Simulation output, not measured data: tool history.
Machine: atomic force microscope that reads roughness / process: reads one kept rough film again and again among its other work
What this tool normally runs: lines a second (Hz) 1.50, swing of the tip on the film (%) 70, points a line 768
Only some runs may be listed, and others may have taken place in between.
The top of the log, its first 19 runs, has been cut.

run   hour  lines a second (Hz)  swing of the tip on the film (%)  points a line  pictures with this tip  hours of work since the height scale was calibrated  roughness of the kept film (nm (root mean square))
     416.3  -- height scale calibrated on a step standard, once more
 20  426.4                 1.74                                67            883                      38                                                    8                                               2.710
 21  443.5                 1.66                                56            768                      76                                                   21                                               2.731
 22  468.2                 0.58                                76            302                     130                                                   40                                               2.646
 23  489.4                 0.58                                78            808                     177                                                   56                                               2.613
 24  516.0                 0.58                                78            808                     235                                                   76                                               2.569
 25  543.3                 1.19                                76            959                     295                                                   97                                               2.450
     554.5  -- new tip fitted
 26  565.1                 2.14                                70            350                      23                                                  114                                               2.660
 27  582.6                 0.73                                79           1002                      62                                                  127                                               2.717
 28  598.4                 1.50                                60            586                      97                                                  139                                               2.701
 29  623.8                 3.90                                89            768                     153                                                  159                                               2.029
 30  646.8                 3.90                                89            768                     203                                                  176                                               1.991

3 ways to go on from here, each from the tool as it stands after run 30. What would each give?
  A  667.7                 1.18                                66            619                     249                                                  192                                                   ?
  B  667.7                 3.90                                89            336                     249                                                  192                                                   ?
  C  667.7                 2.90                                70            768                     249                                                  192                                                   ?

run  roughness of the kept film (nm (root mean square))
  A                                               2.546
  B                                               1.931
  C                                               2.389
Had the tool no hidden state, the same runs would have come out as:
run  roughness of the kept film (nm (root mean square))
  A                                               2.815
  B                                               2.134
  C                                               2.642

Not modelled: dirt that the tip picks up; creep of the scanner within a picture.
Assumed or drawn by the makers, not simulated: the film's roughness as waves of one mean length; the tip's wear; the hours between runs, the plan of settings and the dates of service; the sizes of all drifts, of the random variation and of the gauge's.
